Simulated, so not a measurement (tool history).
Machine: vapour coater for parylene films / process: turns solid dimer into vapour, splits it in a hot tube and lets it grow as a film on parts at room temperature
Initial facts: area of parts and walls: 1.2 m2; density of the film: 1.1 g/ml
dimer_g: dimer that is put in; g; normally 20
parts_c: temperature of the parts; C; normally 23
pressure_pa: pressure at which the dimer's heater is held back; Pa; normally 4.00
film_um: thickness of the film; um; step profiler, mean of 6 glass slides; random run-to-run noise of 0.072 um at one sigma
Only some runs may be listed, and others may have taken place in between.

run     day  dimer_g  parts_c  pressure_pa  film_um
  1   0.000       20       23         4.00     8.48
  2   1.367       20       23         4.00     8.64
  3   2.575       20       23         4.00     8.58
  4   3.375       20       23         4.00     8.48
  5   4.233       20       23         2.73     9.29
  6   5.117       20       19         4.00     9.70
  7   6.167       20       19         4.00     9.54
  8   7.271       20       19         4.00     9.59
  9   8.383       20       19         4.00     9.41
 10   9.367       27       23         4.00    11.07
 11  10.912       27       23         4.00    11.20
 12  11.788       27       23         4.00    11.16
 13  13.221       27       23         4.00    11.15
 14  14.212       20       23         4.00     8.11
 15  14.979       20       23         4.00     8.03
 16  16.029       20       23         2.07     9.58
 17  17.162       20       23         2.07     9.55
 18  18.650       30       19         3.27    14.48
 19  19.483        9       21         5.57     3.54
 20  20.788        9       21         5.57     3.50
 21  21.638        9       23         5.88     3.18
     22.888  -- trap's valve overhauled
 22  23.321        9       23         5.88     3.52
 23  24.400       29       20         2.30    15.51
 24  25.725       36       20         3.13    17.98
 25  26.771       33       31         4.00    10.85
 26  27.538       20       34         3.75     6.13
 27  28.475       20       34         3.75     6.04
 28  29.808       20       34         3.75     5.91
 29  30.550       20       19         5.13     9.04
 30  31.275       24       20         3.93    11.08
 31  32.700       24       20         3.93    10.95

What if the next run were any one of these 4? Each begins from the tool's condition after run 31:
  A  33.588       11       23         4.00        ?
  B  33.588       17       20         3.93        ?
  C  33.588       11       22         4.25        ?
  D  33.588       24       22         3.93        ?

run  film_um
  A     4.54
  B     7.78
  C     4.67
  D    10.17
The same runs, with their run-to-run variation unchanged, on a tool lacking any hidden condition would have given:
run  film_um
  A     4.75
  B     8.14
  C     4.89
  D    10.64
